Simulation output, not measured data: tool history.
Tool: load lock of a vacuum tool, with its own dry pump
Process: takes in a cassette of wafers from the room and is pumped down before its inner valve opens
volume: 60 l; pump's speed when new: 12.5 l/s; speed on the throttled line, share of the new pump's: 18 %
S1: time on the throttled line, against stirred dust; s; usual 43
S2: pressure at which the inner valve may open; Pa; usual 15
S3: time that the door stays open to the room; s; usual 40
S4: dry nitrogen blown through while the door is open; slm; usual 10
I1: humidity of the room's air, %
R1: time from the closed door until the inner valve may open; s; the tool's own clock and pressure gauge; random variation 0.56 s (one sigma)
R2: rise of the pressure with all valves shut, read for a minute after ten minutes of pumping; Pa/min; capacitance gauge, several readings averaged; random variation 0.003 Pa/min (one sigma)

| run | hour | S1 | S2 | S3 | S4 | I1 | R1 | R2 |
|---|---|---|---|---|---|---|---|---|
| 1 | 0 | 43 | 15 | 40 | 10 | 46.3 | 78.4 | 0.015 |
| 2 | 199.3 | 43 | 15 | 40 | 10 | 44.8 | 77.7 | 0.018 |
| 3 | 351.3 | 43 | 15 | 40 | 10 | 44.4 | 76.8 | 0.016 |
| 4 | 510.7 | 70 | 15 | 40 | 10 | 45 | 99 | 0.013 |
| 5 | 663.5 | 54 | 15 | 40 | 10 | 48.8 | 86.4 | 0.012 |
| 6 | 877.2 | 54 | 15 | 40 | 10 | 47.4 | 87.7 | 0.013 |
| 7 | 972 | 43 | 15 | 40 | 10 | 43.6 | 78.8 | 0.01 |
| 8 | 1160.1 | 43 | 15 | 40 | 10 | 44.2 | 77.2 | 0.018 |
| 9 | 1322.4 | 43 | 15 | 40 | 5 | 44.5 | 78.1 | 0.019 |
| 10 | 1460.1 | 43 | 15 | 40 | 5 | 43.9 | 77.3 | 0.015 |
| 11 | 1627.4 | 43 | 15 | 40 | 5 | 45.4 | 78.5 | 0.014 |
| 12 | 1733.9 | 40 | 15 | 40 | 10 | 46.1 | 74.8 | 0.011 |
| 13 | 1930.2 | 40 | 15 | 40 | 10 | 46.7 | 76.1 | 0.017 |
| 14 | 2062.5 | 41 | 11 | 99 | 17 | 46.6 | 78.9 | 0.021 |
| 15 | 2284.4 | 41 | 11 | 99 | 42 | 44 | 77.1 | 0.007 |

Run 16 comes next. What will it give?
| 16 | 2384.3 | 41 | 11 | 99 | 42 | 47.3 | ? | ? |

{"run 16": {"R1": 77.2, "R2": 0.013}}
Without the tool's hidden state the same run would have given R1 77.2 s, R2 0.012 Pa/min.
